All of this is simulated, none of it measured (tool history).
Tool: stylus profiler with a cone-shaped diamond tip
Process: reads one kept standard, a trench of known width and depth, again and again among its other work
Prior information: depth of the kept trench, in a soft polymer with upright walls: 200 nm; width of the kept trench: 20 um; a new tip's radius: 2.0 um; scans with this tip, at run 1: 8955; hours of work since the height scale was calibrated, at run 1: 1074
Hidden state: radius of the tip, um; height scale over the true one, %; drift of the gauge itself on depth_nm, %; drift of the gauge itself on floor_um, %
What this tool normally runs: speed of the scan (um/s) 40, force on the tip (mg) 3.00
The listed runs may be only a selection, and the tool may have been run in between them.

run,hour,speed of the scan (um/s),force on the tip (mg),scans with this tip,hours of work since the height scale was calibrated,depth of the trench (nm),width of the trench's floor (um)
1,0.0,40,3.00,8955,1074,203.00,17.08
2,44.1,40,3.00,9137,1096,202.99,17.03
3,83.3,107,3.00,9298,1115,203.05,16.66
4,110.8,107,3.00,9411,1129,202.88,16.65
5,167.6,107,3.27,9645,1157,203.12,16.65
6,195.9,40,3.00,9761,1171,202.94,17.01
7,236.1,40,3.00,9927,1191,202.83,16.95
8,265.3,40,3.00,10047,1205,202.87,16.93
9,303.8,40,3.00,10205,1224,202.78,16.96
10,345.1,40,3.00,10375,1245,202.86,16.88
11,399.8,40,3.00,10600,1272,202.79,16.85
# hour 440.8: height scale calibrated on a step standard
12,445.1,40,3.00,10785,2,202.67,16.88
13,471.7,18,3.00,10894,15,202.55,16.98
14,519.4,18,3.00,11090,39,202.56,16.98
15,564.3,18,3.00,11275,61,202.51,16.93
16,613.7,18,3.00,11478,85,202.53,16.93
# hour 652.3: height scale calibrated on a step standard, once more
17,663.3,40,3.00,11680,5,203.88,16.78
# hour 719.5: new tip fitted, height scale calibrated
18,719.5,40,3.00,0,0,203.84,18.09
19,748.7,17,3.00,120,14,203.81,18.20
20,792.0,17,3.00,299,36,203.77,18.14
21,821.1,153,3.00,418,50,203.86,17.44
22,852.2,153,3.00,546,66,203.91,17.36
23,880.0,153,2.85,661,79,203.57,17.35
24,919.9,153,2.85,825,99,203.63,17.27
25,962.4,23,2.50,1000,120,203.29,17.99
26,1007.2,29,8.35,1184,142,207.63,18.05
27,1060.2,29,8.35,1402,168,207.57,17.97
28,1095.3,122,5.49,1547,186,205.62,17.61
29,1147.4,122,5.49,1761,211,205.73,17.55
30,1193.1,91,1.16,1949,234,201.86,17.20
31,1223.6,46,4.61,2075,249,204.93,17.80
32,1270.9,46,4.61,2269,272,204.90,17.77
33,1325.9,17,3.95,2495,299,204.40,17.88
34,1366.9,17,3.95,2664,320,204.45,17.85
35,1421.7,17,3.95,2890,347,204.34,17.79
36,1460.9,14,1.32,3051,366,201.93,17.77
37,1485.6,94,4.78,3153,378,204.93,17.47
38,1514.0,11,5.23,3270,392,205.31,17.80
39,1546.3,18,1.24,3402,408,201.89,17.68
40,1593.1,22,6.73,3595,431,206.37,17.73
41,1636.3,22,6.73,3773,453,206.29,17.73
42,1681.0,20,3.48,3957,475,203.76,17.65
43,1717.9,27,1.70,4108,493,202.24,17.61
44,1750.1,16,3.88,4241,509,204.18,17.65
45,1791.8,98,2.25,4413,529,202.83,17.17
46,1815.3,98,2.25,4510,541,202.68,17.06
47,1853.6,27,2.70,4667,560,203.18,17.53

Predict each of these 3 candidate next runs independently; none follows another, all start after run 47:
A,1880.4,92,4.26,4777,573,?,?
B,1880.4,40,3.22,4777,573,?,?
C,1880.4,132,3.00,4777,573,?,?

run,depth of the trench (nm),width of the trench's floor (um)
A,204.40,17.34
B,203.51,17.45
C,203.37,16.95
Stripped of hidden state, with their random variation kept, the same runs would have yielded:
run,depth of the trench (nm),width of the trench's floor (um)
A,204.91,17.90
B,204.03,18.02
C,203.88,17.52
